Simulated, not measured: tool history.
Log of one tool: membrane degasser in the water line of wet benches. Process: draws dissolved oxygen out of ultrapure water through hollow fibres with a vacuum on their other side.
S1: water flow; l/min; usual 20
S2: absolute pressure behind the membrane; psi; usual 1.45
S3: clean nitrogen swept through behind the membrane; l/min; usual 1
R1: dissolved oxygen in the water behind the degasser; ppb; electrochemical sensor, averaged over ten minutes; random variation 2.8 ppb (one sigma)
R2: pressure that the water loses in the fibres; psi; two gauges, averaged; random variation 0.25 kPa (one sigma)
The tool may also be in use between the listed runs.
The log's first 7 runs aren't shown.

| run | hour | S1 | S2 | S3 | R1 | R2 |
|---|---|---|---|---|---|---|
| 8 | 513.9 | 12 | 1.45 | 1 | 224 | 6.063 |
| 9 | 573.5 | 15 | 1.45 | 1 | 277.5 | 7.513 |
| 10 | 627.4 | 15 | 1.45 | 1 | 277.3 | 7.567 |
| 11 | 726.1 | 15 | 1.45 | 1 | 278.7 | 7.626 |
| 12 | 806.4 | 15 | 1.45 | 1 | 278.9 | 7.59 |
| 13 | 858.2 | 20 | 1.45 | 0.94 | 396.1 | 10.156 |
| 14 | 954.6 | 20 | 1.45 | 0.94 | 396.3 | 10.14 |
| 15 | 1033.4 | 20 | 1.45 | 1 | 374.6 | 10.174 |
| 16 | 1122.1 | 20 | 1.45 | 1 | 379.2 | 10.132 |

Forecast run 17:
|  | 1189.4 | vacuum gauge calibrated |
| 17 | 1221 | 21 | 2.1 | 1.51 | ? | ? |

Run 17 gave R1 421.5 ppb, R2 10.586 psi.
Without the tool's hidden state the same run would have given R1 403.5 ppb, R2 10.121 psi.

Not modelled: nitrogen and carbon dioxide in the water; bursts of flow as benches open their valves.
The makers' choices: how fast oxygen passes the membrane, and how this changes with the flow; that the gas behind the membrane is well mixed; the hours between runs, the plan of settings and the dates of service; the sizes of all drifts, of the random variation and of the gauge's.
